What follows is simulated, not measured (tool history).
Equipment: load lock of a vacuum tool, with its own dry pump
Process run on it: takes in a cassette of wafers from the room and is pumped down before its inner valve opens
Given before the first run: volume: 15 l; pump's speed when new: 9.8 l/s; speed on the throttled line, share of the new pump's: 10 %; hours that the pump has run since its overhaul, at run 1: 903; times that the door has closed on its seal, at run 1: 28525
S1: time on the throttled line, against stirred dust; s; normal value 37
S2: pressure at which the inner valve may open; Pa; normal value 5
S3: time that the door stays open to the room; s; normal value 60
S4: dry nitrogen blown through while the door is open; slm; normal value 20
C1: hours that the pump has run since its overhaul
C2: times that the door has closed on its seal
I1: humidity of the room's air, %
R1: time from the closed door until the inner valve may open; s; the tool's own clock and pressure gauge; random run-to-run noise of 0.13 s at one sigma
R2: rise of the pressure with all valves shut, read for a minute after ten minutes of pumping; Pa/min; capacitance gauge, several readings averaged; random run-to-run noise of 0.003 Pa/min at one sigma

run 1 hour=0.0 | S1=37 S2=5 S3=60 S4=20 | C1=903 C2=28525 | I1=45.9 | R1=48.6 R2=0.260
run 2 hour=200.3 | S1=37 S2=5 S3=60 S4=20 | C1=1103 C2=29032 | I1=42.1 | R1=48.7 R2=0.266
run 3 hour=380.9 | S1=37 S2=5 S3=60 S4=20 | C1=1283 C2=29490 | I1=46.1 | R1=48.8 R2=0.271
run 4 hour=529.8 | S1=37 S2=5 S3=60 S4=20 | C1=1432 C2=29867 | I1=43.1 | R1=49.0 R2=0.273
run 5 hour=718.8 | S1=37 S2=5 S3=60 S4=20 | C1=1621 C2=30346 | I1=47.5 | R1=48.9 R2=0.290
run 6 hour=827.6 | S1=37 S2=5 S3=60 S4=20 | C1=1730 C2=30621 | I1=45.7 | R1=48.8 R2=0.279
run 7 hour=966.3 | S1=37 S2=5 S3=60 S4=20 | C1=1869 C2=30973 | I1=42.8 | R1=48.8 R2=0.291
run 8 hour=1076.8 | S1=37 S2=5 S3=127 S4=20 | C1=1979 C2=31253 | I1=46.4 | R1=48.8 R2=0.325
run 9 hour=1164.6 | S1=37 S2=5 S3=127 S4=20 | C1=2067 C2=31475 | I1=44.7 | R1=48.7 R2=0.322
run 10 hour=1294.4 | S1=37 S2=5 S3=127 S4=20 | C1=2197 C2=31804 | I1=43.5 | R1=48.8 R2=0.334
run 11 hour=1440.5 | S1=23 S2=5 S3=34 S4=20 | C1=2343 C2=32174 | I1=47.0 | R1=36.3 R2=0.278
run 12 hour=1580.5 | S1=35 S2=6 S3=179 S4=5 | C1=2483 C2=32529 | I1=43.4 | R1=46.7 R2=0.433
run 13 hour=1688.2 | S1=23 S2=8 S3=57 S4=24 | C1=2591 C2=32802 | I1=45.2 | R1=35.4 R2=0.307

Below are 5 alternative next runs, each starting from the tool's condition after run 13. Predict each:
run A hour=1890.3 | S1=37 S2=5 S3=199 S4=6 | C1=2793 C2=33314 | I1=46.7 | R1=? R2=?
run B hour=1890.3 | S1=23 S2=8 S3=57 S4=22 | C1=2793 C2=33314 | I1=44.8 | R1=? R2=?
run C hour=1890.3 | S1=24 S2=5 S3=60 S4=33 | C1=2793 C2=33314 | I1=42.8 | R1=? R2=?
run D hour=1890.3 | S1=37 S2=5 S3=64 S4=15 | C1=2793 C2=33314 | I1=46.5 | R1=? R2=?
run E hour=1890.3 | S1=37 S2=5 S3=91 S4=5 | C1=2793 C2=33314 | I1=45.8 | R1=? R2=?

run=A R1=49.1 R2=0.455
run=B R1=35.4 R2=0.308
run=C R1=37.2 R2=0.296
run=D R1=48.8 R2=0.324
run=E R1=48.8 R2=0.380
Had the tool no hidden state, the same runs would have come out as:
run=A R1=48.7 R2=0.200
run=B R1=35.0 R2=0.050
run=C R1=36.8 R2=0.041
run=D R1=48.4 R2=0.068
run=E R1=48.4 R2=0.126
